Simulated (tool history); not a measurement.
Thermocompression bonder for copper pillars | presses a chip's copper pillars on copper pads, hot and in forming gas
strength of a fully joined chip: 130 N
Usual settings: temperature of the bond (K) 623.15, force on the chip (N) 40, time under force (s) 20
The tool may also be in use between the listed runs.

| run | hour | temperature of the bond (K) | force on the chip (N) | time under force (s) | force that shears a chip off (N) |
|---|---|---|---|---|---|
| 1 | 0 | 623.15 | 40 | 20 | 55.8 |
| 2 | 8.6 | 623.15 | 40 | 20 | 55.4 |
| 3 | 17.1 | 623.15 | 33 | 20 | 46.8 |
| 4 | 25.8 | 623.15 | 33 | 20 | 47.9 |
| 5 | 32.3 | 623.15 | 33 | 20 | 46 |
| 6 | 40.9 | 623.15 | 33 | 20 | 48.2 |
| 7 | 49.2 | 623.15 | 33 | 20 | 48.2 |
| 8 | 56.1 | 623.15 | 40 | 20 | 53.1 |
| 9 | 60.6 | 623.15 | 40 | 20 | 55.5 |
| 10 | 65.6 | 623.15 | 40 | 20 | 55.7 |
| 11 | 72.2 | 623.15 | 40 | 15 | 50.3 |
| 12 | 79.8 | 623.15 | 40 | 19 | 54.2 |
| 13 | 86 | 623.15 | 40 | 19 | 54.4 |
| 14 | 90.7 | 623.15 | 40 | 19 | 53.9 |
| 15 | 96.2 | 623.15 | 40 | 19 | 54.6 |
| 16 | 103.1 | 623.15 | 40 | 19 | 54.7 |
| 17 | 106.8 | 623.15 | 40 | 20 | 56.5 |
| 18 | 111.1 | 623.15 | 40 | 20 | 56.7 |
| 19 | 117.5 | 623.15 | 40 | 31 | 66 |
| 20 | 125.2 | 623.15 | 30 | 20 | 44.2 |
| 21 | 129.8 | 640.15 | 57 | 20 | 80.1 |
| 22 | 135.4 | 640.15 | 57 | 20 | 79.1 |
| 23 | 140.5 | 619.15 | 40 | 22 | 56 |
|  | 142.3 | forming gas filter changed |
| 24 | 148.2 | 623.15 | 42 | 19 | 56.8 |
| 25 | 152.9 | 623.15 | 40 | 41 | 69.5 |
| 26 | 159.7 | 623.15 | 40 | 41 | 72.3 |
| 27 | 164.8 | 632.15 | 27 | 41 | 56.2 |
| 28 | 169.9 | 600.15 | 31 | 31 | 44.2 |
| 29 | 175.3 | 623.15 | 27 | 20 | 39.2 |
| 30 | 182.8 | 623.15 | 59 | 20 | 74 |
| 31 | 190.7 | 623.15 | 48 | 20 | 64.3 |
| 32 | 196 | 623.15 | 48 | 20 | 64.3 |
| 33 | 203.1 | 623.15 | 48 | 20 | 65.2 |
| 34 | 212 | 641.15 | 43 | 11 | 53.4 |
| 35 | 217.8 | 620.15 | 53 | 14 | 61.4 |
| 36 | 224.8 | 621.15 | 40 | 20 | 53.1 |
| 37 | 232.1 | 621.15 | 40 | 20 | 55 |
| 38 | 236.7 | 609.15 | 58 | 27 | 73.7 |
| 39 | 243.7 | 609.15 | 58 | 27 | 74.6 |
| 40 | 248 | 623.15 | 40 | 15 | 50.9 |

Forecast each of these 4 alternatives for the next run:
| A | 256.2 | 600.15 | 40 | 15 | ? |
| B | 256.2 | 633.15 | 40 | 23 | ? |
| C | 256.2 | 623.15 | 40 | 39 | ? |
| D | 256.2 | 623.15 | 54 | 50 | ? |

| run | force that shears a chip off (N) |
|---|---|
| A | 41 |
| B | 63.7 |
| C | 69.1 |
| D | 90.8 |
Without the tool's hidden state the same runs would have given:
| run | force that shears a chip off (N) |
|---|---|
| A | 41.1 |
| B | 63.9 |
| C | 69.3 |
| D | 90.9 |

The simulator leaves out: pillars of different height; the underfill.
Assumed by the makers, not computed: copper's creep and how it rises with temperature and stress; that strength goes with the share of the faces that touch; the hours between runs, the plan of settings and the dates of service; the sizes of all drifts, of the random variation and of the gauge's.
